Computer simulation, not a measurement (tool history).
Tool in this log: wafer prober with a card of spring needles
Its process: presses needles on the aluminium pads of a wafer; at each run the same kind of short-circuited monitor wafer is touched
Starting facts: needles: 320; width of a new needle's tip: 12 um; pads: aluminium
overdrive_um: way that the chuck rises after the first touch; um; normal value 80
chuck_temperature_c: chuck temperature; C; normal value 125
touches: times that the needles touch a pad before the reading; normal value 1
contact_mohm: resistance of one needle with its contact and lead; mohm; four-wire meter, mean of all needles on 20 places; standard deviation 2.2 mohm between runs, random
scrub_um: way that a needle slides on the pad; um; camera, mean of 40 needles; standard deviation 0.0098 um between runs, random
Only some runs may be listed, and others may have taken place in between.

run	hour	overdrive_um	chuck_temperature_c	touches	contact_mohm	scrub_um
1	0	80	125	1	248	11.454
2	21.8	80	125	1	245	11.433
3	44.6	80	125	1	245	11.433
4	85.9	80	125	1	253	11.4
5	115.4	80	125	1	247	11.36
6	153.6	80	125	1	248	11.325
7	176.4	80	125	1	250	11.326
8	200.1	80	125	1	247	11.314
9	229.8	80	125	1	248	11.289
10	269.3	80	49	1	231	11.255
11	287.7	80	49	1	231	11.239
12	319.1	80	49	1	229	11.234
13	346.8	80	49	3	225	11.199
14	373.1	80	125	1	249	11.181
15	407.6	80	125	1	246	11.459
16	438.6	65	98	1	241	9.289
17	477.4	69	98	2	243	9.827
18	503.2	80	123	3	242	11.39
19	538.6	80	124	3	244	11.353
20	564.4	80	124	3	248	11.337
21	602.5	80	107	2	238	11.307
22	637	63	125	2	246	8.876
23	677.7	63	35	1	228	8.858
24	718.5	67	64	2	235	9.389
25	741.2	80	69	1	237	11.203
26	772.6	86	125	1	245	12.034
27	814.8	60	63	2	237	8.357
28	853.2	69	29	2	225	9.599

Not shown here: 63 entries made in the log between runs. Locate each between two listed runs and compare the hidden state at the listed run before it with the hidden state at the listed run after it:
From run 1 to run 2: tips cleaned on abrasive film (hour 10.4); height of the first contact set anew (hour 21.5)
  debris on the tips, nm: 0.9 -> 1.2; way that the needles fall short of the set height, um: 0.01 -> 0; drift of the gauge itself on scrub_um, %: 0 -> -0.14
  measured result minus the result with no hidden state, scrub_um: -0.001 -> -0.016 um
From run 2 to run 3: tips cleaned on abrasive film (hour 25.3); tips cleaned on abrasive film (hour 41.9)
  debris on the tips, nm: 1.2 -> 0.6; drift of the gauge itself on scrub_um, %: -0.14 -> -0.29
  measured result minus the result with no hidden state, scrub_um: -0.016 -> -0.033 um
From run 3 to run 4: tips cleaned on abrasive film (hour 56.9); tips cleaned on abrasive film (hour 73.7)
  debris on the tips, nm: 0.6 -> 1.3; drift of the gauge itself on scrub_um, %: -0.29 -> -0.56
  measured result minus the result with no hidden state, scrub_um: -0.033 -> -0.065 um
From run 4 to run 5: tips cleaned on abrasive film (hour 88.9); tips cleaned on abrasive film (hour 106)
  debris on the tips, nm: 1.3 -> 1.1; way that the needles fall short of the set height, um: 0 -> 0.01; drift of the gauge itself on scrub_um, %: -0.56 -> -0.75
  measured result minus the result with no hidden state, scrub_um: -0.065 -> -0.086 um
From run 5 to run 6: tips cleaned on abrasive film (hour 121.8); tips cleaned on abrasive film (hour 136.7); height of the first contact set anew (hour 140.6); tips cleaned on abrasive film (hour 152.7)
  debris on the tips, nm: 1.1 -> 0.3; way that the needles fall short of the set height, um: 0.01 -> 0; tips' diameter, um: 12.01 -> 12.02; drift of the gauge itself on scrub_um, %: -0.75 -> -0.99
  measured result minus the result with no hidden state, scrub_um: -0.086 -> -0.114 um
From run 6 to run 7: tips cleaned on abrasive film (hour 168.1)
  debris on the tips, nm: 0.3 -> 1.2; drift of the gauge itself on scrub_um, %: -0.99 -> -1.14
  measured result minus the result with no hidden state, scrub_um: -0.114 -> -0.131 um
From run 7 to run 8: tips cleaned on abrasive film (hour 185.4); tips cleaned on abrasive film (hour 200.1)
  debris on the tips, nm: 1.2 -> 0.1; drift of the gauge itself on scrub_um, %: -1.14 -> -1.3
  measured result minus the result with no hidden state, scrub_um: -0.131 -> -0.149 um
From run 8 to run 9: tips cleaned on abrasive film (hour 216.2)
  debris on the tips, nm: 0.1 -> 1.3; way that the needles fall short of the set height, um: 0 -> 0.01; drift of the gauge itself on scrub_um, %: -1.3 -> -1.49
  measured result minus the result with no hidden state, scrub_um: -0.149 -> -0.172 um
From run 9 to run 10: tips cleaned on abrasive film (hour 232.8); tips cleaned on abrasive film (hour 249.1); height of the first contact set anew (hour 256.2); tips cleaned on abrasive film (hour 265.3)
  debris on the tips, nm: 1.3 -> 0.9; way that the needles fall short of the set height, um: 0.01 -> 0; drift of the gauge itself on scrub_um, %: -1.49 -> -1.74
  measured result minus the result with no hidden state, scrub_um: -0.172 -> -0.2 um
From run 10 to run 11: tips cleaned on abrasive film (hour 281.5)
  debris on the tips, nm: 0.9 -> 1; drift of the gauge itself on scrub_um, %: -1.74 -> -1.86
  measured result minus the result with no hidden state, scrub_um: -0.2 -> -0.214 um
From run 11 to run 12: tips cleaned on abrasive film (hour 298.4); tips cleaned on abrasive film (hour 314.8)
  debris on the tips, nm: 1 -> 0.9; drift of the gauge itself on scrub_um, %: -1.86 -> -2.07
  measured result minus the result with no hidden state, scrub_um: -0.214 -> -0.237 um
From run 12 to run 13: tips cleaned on abrasive film (hour 331); tips cleaned on abrasive film (hour 346)
  debris on the tips, nm: 0.9 -> 0.3; way that the needles fall short of the set height, um: 0 -> 0.01; drift of the gauge itself on scrub_um, %: -2.07 -> -2.25
  measured result minus the result with no hidden state, scrub_um: -0.237 -> -0.259 um
From run 13 to run 14: tips cleaned on abrasive film (hour 360.8); height of the first contact set anew (hour 373.1)
  debris on the tips, nm: 0.3 -> 1.3; way that the needles fall short of the set height, um: 0.01 -> 0; drift of the gauge itself on scrub_um, %: -2.25 -> -2.42
  measured result minus the result with no hidden state, scrub_um: -0.259 -> -0.277 um
From run 14 to run 15: tips cleaned on abrasive film (hour 376.5); tips cleaned on abrasive film (hour 392.1); gauge calibrated (hour 404.5); tips cleaned on abrasive film (hour 406.6)
  debris on the tips, nm: 1.3 -> 0.4; drift of the gauge itself on scrub_um, %: -2.42 -> -0.02
  measured result minus the result with no hidden state, scrub_um: -0.277 -> -0.003 um
From run 15 to run 16: tips cleaned on abrasive film (hour 421.9); tips cleaned on abrasive film (hour 437.6)
  way that the needles fall short of the set height, um: 0 -> 0.01; drift of the gauge itself on scrub_um, %: -0.02 -> -0.22
  measured result minus the result with no hidden state, scrub_um: -0.003 -> -0.022 um
From run 16 to run 17: tips cleaned on abrasive film (hour 454.1); tips cleaned on abrasive film (hour 469.2)
  debris on the tips, nm: 0.4 -> 1.1; drift of the gauge itself on scrub_um, %: -0.22 -> -0.47
  measured result minus the result with no hidden state, scrub_um: -0.022 -> -0.048 um
From run 17 to run 18: tips cleaned on abrasive film (hour 485.4); height of the first contact set anew (hour 492.3); tips cleaned on abrasive film (hour 500.9)
  debris on the tips, nm: 1.1 -> 0.5; way that the needles fall short of the set height, um: 0.01 -> 0; drift of the gauge itself on scrub_um, %: -0.47 -> -0.64
  measured result minus the result with no hidden state, scrub_um: -0.048 -> -0.073 um
From run 18 to run 19: tips cleaned on abrasive film (hour 518.6); tips cleaned on abrasive film (hour 534.3)
  debris on the tips, nm: 0.5 -> 0.9; drift of the gauge itself on scrub_um, %: -0.64 -> -0.87
  measured result minus the result with no hidden state, scrub_um: -0.073 -> -0.1 um
From run 19 to run 20: tips cleaned on abrasive film (hour 550.3)
  debris on the tips, nm: 0.9 -> 1.3; tips' diameter, um: 12.02 -> 12.03; drift of the gauge itself on scrub_um, %: -0.87 -> -1.04
  measured result minus the result with no hidden state, scrub_um: -0.1 -> -0.119 um
From run 20 to run 21: tips cleaned on abrasive film (hour 566.6); tips cleaned on abrasive film (hour 583.6); tips cleaned on abrasive film (hour 600.3)
  debris on the tips, nm: 1.3 -> 0.6; way that the needles fall short of the set height, um: 0 -> 0.01; drift of the gauge itself on scrub_um, %: -1.04 -> -1.28
  measured result minus the result with no hidden state, scrub_um: -0.119 -> -0.148 um
From run 21 to run 22: height of the first contact set anew (hour 608.3); tips cleaned on abrasive film (hour 615.5); tips cleaned on abrasive film (hour 633)
  debris on the tips, nm: 0.6 -> 0.9; way that the needles fall short of the set height, um: 0.01 -> 0; drift of the gauge itself on scrub_um, %: -1.28 -> -1.51
  measured result minus the result with no hidden state, scrub_um: -0.148 -> -0.137 um
From run 22 to run 23: tips cleaned on abrasive film (hour 648.6); tips cleaned on abrasive film (hour 663.8)
  debris on the tips, nm: 0.9 -> 1.3; drift of the gauge itself on scrub_um, %: -1.51 -> -1.77
  measured result minus the result with no hidden state, scrub_um: -0.137 -> -0.161 um
From run 23 to run 24: tips cleaned on abrasive film (hour 680.7); tips cleaned on abrasive film (hour 698.4); tips cleaned on abrasive film (hour 713.9)
  debris on the tips, nm: 1.3 -> 0.9; way that the needles fall short of the set height, um: 0 -> 0.01; drift of the gauge itself on scrub_um, %: -1.77 -> -2.04
  measured result minus the result with no hidden state, scrub_um: -0.161 -> -0.197 um
From run 24 to run 25: height of the first contact set anew (hour 723.9); tips cleaned on abrasive film (hour 729.3)
  debris on the tips, nm: 0.9 -> 1.3; way that the needles fall short of the set height, um: 0.01 -> 0; drift of the gauge itself on scrub_um, %: -2.04 -> -2.18
  measured result minus the result with no hidden state, scrub_um: -0.197 -> -0.25 um
From run 25 to run 26: tips cleaned on abrasive film (hour 744.1); tips cleaned on abrasive film (hour 760.4)
  drift of the gauge itself on scrub_um, %: -2.18 -> -2.39
  measured result minus the result with no hidden state, scrub_um: -0.25 -> -0.295 um
From run 26 to run 27: tips cleaned on abrasive film (hour 776.1); tips cleaned on abrasive film (hour 791.7); tips cleaned on abrasive film (hour 806.4)
  debris on the tips, nm: 1.3 -> 1.2; way that the needles fall short of the set height, um: 0 -> 0.01; drift of the gauge itself on scrub_um, %: -2.39 -> -2.66
  measured result minus the result with no hidden state, scrub_um: -0.295 -> -0.23 um
From run 27 to run 28: tips cleaned on abrasive film (hour 821.5); tips cleaned on abrasive film (hour 836.5); height of the first contact set anew (hour 840); tips cleaned on abrasive film (hour 852.3)
  debris on the tips, nm: 1.2 -> 0.4; way that the needles fall short of the set height, um: 0.01 -> 0; drift of the gauge itself on scrub_um, %: -2.66 -> -2.91
  measured result minus the result with no hidden state, scrub_um: -0.23 -> -0.287 um
